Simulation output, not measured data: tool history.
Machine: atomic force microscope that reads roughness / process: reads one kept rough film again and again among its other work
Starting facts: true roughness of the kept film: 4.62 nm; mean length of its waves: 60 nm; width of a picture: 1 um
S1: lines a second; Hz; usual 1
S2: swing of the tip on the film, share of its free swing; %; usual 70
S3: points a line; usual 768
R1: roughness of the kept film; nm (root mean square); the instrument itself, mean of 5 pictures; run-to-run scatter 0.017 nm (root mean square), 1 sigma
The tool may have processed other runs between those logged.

run 1 hour=0 | S1=1 S2=70 S3=768 | R1=4.028
run 2 hour=11.2 | S1=1 S2=70 S3=768 | R1=4.015
run 3 hour=29.7 | S1=1 S2=70 S3=768 | R1=4.007
run 4 hour=39.8 | S1=1 S2=70 S3=768 | R1=4.03
run 5 hour=47.9 | S1=1 S2=70 S3=768 | R1=4.006
run 6 hour=60.4 | S1=1 S2=70 S3=301 | R1=3.957
run 7 hour=75.8 | S1=2.02 S2=70 S3=768 | R1=3.75
run 8 hour=86.8 | S1=2.02 S2=70 S3=768 | R1=3.719
run 9 hour=96.5 | S1=2.02 S2=70 S3=768 | R1=3.722
run 10 hour=115.1 | S1=1 S2=70 S3=542 | R1=3.95
run 11 hour=126.3 | S1=1 S2=70 S3=543 | R1=4.14
run 12 hour=138.1 | S1=1 S2=70 S3=543 | R1=4.127
run 13 hour=156.2 | S1=1 S2=70 S3=543 | R1=4.102
run 14 hour=171.2 | S1=1 S2=70 S3=543 | R1=4.105
run 15 hour=187.9 | S1=1 S2=70 S3=543 | R1=4.09
run 16 hour=202.4 | S1=1 S2=70 S3=559 | R1=4.068
run 17 hour=213 | S1=1 S2=70 S3=559 | R1=4.057
run 18 hour=228.1 | S1=1 S2=70 S3=448 | R1=4.036
run 19 hour=243.8 | S1=1 S2=70 S3=993 | R1=4.036
run 20 hour=259 | S1=1 S2=70 S3=993 | R1=4.015
run 21 hour=274.6 | S1=0.6 S2=78 S3=885 | R1=4.036
run 22 hour=291.7 | S1=0.6 S2=78 S3=885 | R1=3.987
run 23 hour=302.6 | S1=1 S2=88 S3=768 | R1=3.691
run 24 hour=318.7 | S1=1 S2=88 S3=768 | R1=3.615
run 25 hour=333.7 | S1=1.86 S2=60 S3=308 | R1=3.983
run 26 hour=349.4 | S1=1.86 S2=60 S3=308 | R1=3.934
run 27 hour=367.5 | S1=1.86 S2=60 S3=308 | R1=3.917
run 28 hour=378 | S1=0.89 S2=82 S3=304 | R1=3.809
run 29 hour=389 | S1=0.79 S2=75 S3=455 | R1=3.933
run 30 hour=400.5 | S1=1 S2=70 S3=768 | R1=4.15
run 31 hour=407.9 | S1=1 S2=70 S3=768 | R1=4.151
run 32 hour=416 | S1=0.73 S2=70 S3=768 | R1=4.214
run 33 hour=430.1 | S1=0.51 S2=70 S3=416 | R1=4.265
run 34 hour=439.9 | S1=1.43 S2=70 S3=921 | R1=4.011
run 35 hour=453.4 | S1=1 S2=69 S3=375 | R1=4.109
run 36 hour=462.6 | S1=2.7 S2=90 S3=476 | R1=2.939
run 37 hour=471 | S1=2.7 S2=90 S3=700 | R1=2.931
run 38 hour=481.3 | S1=3.8 S2=70 S3=768 | R1=3.474

Not shown: 2 entries that the log had between the listed runs. Between which runs, and how does the tool's hidden state differ before and after?
Logged between run 10 and run 11: new tip fitted (hour 121.2)
  radius of the tip, nm: 18.8 -> 8.6; height scale over the true one, %: -0.2 -> -0.21
  difference, measured minus the result without the unlogged condition, R1: -0.236 -> -0.041 nm (root mean square)
Logged between run 29 and run 30: new tip fitted (hour 392.9)
  radius of the tip, nm: 19.9 -> 8; height scale over the true one, %: -0.3 -> -0.31
  difference, measured minus the result without the unlogged condition, R1: -0.262 -> -0.033 nm (root mean square)

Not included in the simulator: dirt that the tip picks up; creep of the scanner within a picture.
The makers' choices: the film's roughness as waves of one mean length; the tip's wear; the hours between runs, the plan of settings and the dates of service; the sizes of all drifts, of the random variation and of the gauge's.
